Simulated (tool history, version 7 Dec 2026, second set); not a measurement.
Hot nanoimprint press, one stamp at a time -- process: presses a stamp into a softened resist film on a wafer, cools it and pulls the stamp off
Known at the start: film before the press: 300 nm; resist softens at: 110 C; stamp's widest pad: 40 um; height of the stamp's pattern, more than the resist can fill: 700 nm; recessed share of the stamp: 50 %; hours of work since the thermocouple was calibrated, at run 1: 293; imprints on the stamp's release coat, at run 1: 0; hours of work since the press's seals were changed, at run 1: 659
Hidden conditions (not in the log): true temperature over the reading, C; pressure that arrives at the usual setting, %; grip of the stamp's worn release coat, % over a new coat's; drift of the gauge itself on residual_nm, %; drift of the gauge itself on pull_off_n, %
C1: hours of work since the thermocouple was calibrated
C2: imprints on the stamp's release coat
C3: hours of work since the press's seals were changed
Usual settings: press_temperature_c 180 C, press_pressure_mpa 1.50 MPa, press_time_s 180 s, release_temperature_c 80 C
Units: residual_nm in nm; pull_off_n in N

run 1 day=0.000 | press_temperature_c=180 press_pressure_mpa=1.50 press_time_s=180 release_temperature_c=80 | C1=293 C2=0 C3=659 | residual_nm=124.2 pull_off_n=175
run 2 day=1.108 | press_temperature_c=180 press_pressure_mpa=1.50 press_time_s=180 release_temperature_c=80 | C1=309 C2=98 C3=676 | residual_nm=124.3 pull_off_n=162
run 3 day=2.208 | press_temperature_c=180 press_pressure_mpa=1.50 press_time_s=180 release_temperature_c=65 | C1=326 C2=196 C3=692 | residual_nm=123.9 pull_off_n=187
run 4 day=3.062 | press_temperature_c=180 press_pressure_mpa=1.50 press_time_s=180 release_temperature_c=65 | C1=339 C2=271 C3=705 | residual_nm=124.6 pull_off_n=191
-- day=3.988 plate thermocouple calibrated
run 5 day=4.108 | press_temperature_c=180 press_pressure_mpa=1.50 press_time_s=180 release_temperature_c=88 | C1=2 C2=353 C3=719 | residual_nm=124.7 pull_off_n=154
run 6 day=5.258 | press_temperature_c=180 press_pressure_mpa=1.50 press_time_s=180 release_temperature_c=80 | C1=19 C2=455 C3=736 | residual_nm=123.8 pull_off_n=171
run 7 day=5.942 | press_temperature_c=169 press_pressure_mpa=1.50 press_time_s=180 release_temperature_c=80 | C1=29 C2=515 C3=747 | residual_nm=185.2 pull_off_n=170
run 8 day=6.600 | press_temperature_c=169 press_pressure_mpa=1.50 press_time_s=180 release_temperature_c=80 | C1=39 C2=574 C3=757 | residual_nm=185.8 pull_off_n=172
run 9 day=8.038 | press_temperature_c=169 press_pressure_mpa=1.50 press_time_s=180 release_temperature_c=80 | C1=61 C2=701 C3=778 | residual_nm=183.7 pull_off_n=172
run 10 day=9.517 | press_temperature_c=169 press_pressure_mpa=1.50 press_time_s=180 release_temperature_c=80 | C1=84 C2=833 C3=801 | residual_nm=185.7 pull_off_n=170
run 11 day=11.033 | press_temperature_c=169 press_pressure_mpa=1.50 press_time_s=180 release_temperature_c=80 | C1=106 C2=967 C3=824 | residual_nm=184.7 pull_off_n=172
run 12 day=11.696 | press_temperature_c=184 press_pressure_mpa=1.50 press_time_s=180 release_temperature_c=80 | C1=116 C2=1026 C3=833 | residual_nm=108.3 pull_off_n=170
run 13 day=12.579 | press_temperature_c=180 press_pressure_mpa=1.50 press_time_s=312 release_temperature_c=80 | C1=130 C2=1104 C3=847 | residual_nm=102.7 pull_off_n=176
run 14 day=13.633 | press_temperature_c=180 press_pressure_mpa=1.95 press_time_s=312 release_temperature_c=80 | C1=146 C2=1197 C3=863 | residual_nm=87.3 pull_off_n=172
-- day=14.108 stamp cleaned and given a new release coat
run 15 day=14.800 | press_temperature_c=180 press_pressure_mpa=1.50 press_time_s=180 release_temperature_c=80 | C1=159 C2=62 C3=877 | residual_nm=125.1 pull_off_n=168
run 16 day=16.204 | press_temperature_c=180 press_pressure_mpa=1.50 press_time_s=180 release_temperature_c=80 | C1=181 C2=186 C3=898 | residual_nm=124.2 pull_off_n=169
run 17 day=16.950 | press_temperature_c=184 press_pressure_mpa=1.85 press_time_s=158 release_temperature_c=84 | C1=192 C2=252 C3=909 | residual_nm=100.2 pull_off_n=157
run 18 day=18.283 | press_temperature_c=184 press_pressure_mpa=1.85 press_time_s=315 release_temperature_c=88 | C1=212 C2=371 C3=929 | residual_nm=77.7 pull_off_n=153
run 19 day=18.988 | press_temperature_c=171 press_pressure_mpa=1.50 press_time_s=162 release_temperature_c=80 | C1=223 C2=433 C3=940 | residual_nm=177.1 pull_off_n=164
run 20 day=19.679 | press_temperature_c=171 press_pressure_mpa=1.30 press_time_s=185 release_temperature_c=80 | C1=233 C2=495 C3=950 | residual_nm=180.9 pull_off_n=168
run 21 day=20.421 | press_temperature_c=169 press_pressure_mpa=1.30 press_time_s=164 release_temperature_c=81 | C1=244 C2=560 C3=961 | residual_nm=201.7 pull_off_n=162
run 22 day=21.742 | press_temperature_c=172 press_pressure_mpa=1.50 press_time_s=180 release_temperature_c=80 | C1=264 C2=677 C3=981 | residual_nm=165.2 pull_off_n=171
run 23 day=22.646 | press_temperature_c=174 press_pressure_mpa=1.50 press_time_s=180 release_temperature_c=76 | C1=278 C2=757 C3=995 | residual_nm=153.9 pull_off_n=180
run 24 day=23.525 | press_temperature_c=172 press_pressure_mpa=1.74 press_time_s=154 release_temperature_c=82 | C1=291 C2=835 C3=1008 | residual_nm=162.3 pull_off_n=163
run 25 day=24.371 | press_temperature_c=180 press_pressure_mpa=1.74 press_time_s=154 release_temperature_c=82 | C1=304 C2=910 C3=1021 | residual_nm=121.6 pull_off_n=164
run 26 day=25.421 | press_temperature_c=180 press_pressure_mpa=1.50 press_time_s=180 release_temperature_c=73 | C1=320 C2=1004 C3=1037 | residual_nm=124.7 pull_off_n=173

Estimate the outcome of run 27 from the log above:
run 27 day=26.679 | press_temperature_c=185 press_pressure_mpa=1.50 press_time_s=128 release_temperature_c=70 | C1=339 C2=1115 C3=1056 | residual_nm=? pull_off_n=?

residual_nm: 118.6 nm
pull_off_n: 190 N
Were there no unlogged condition in the tool, this run, its random variation unchanged, would have produced residual_nm 118.4 nm, pull_off_n 188 N.
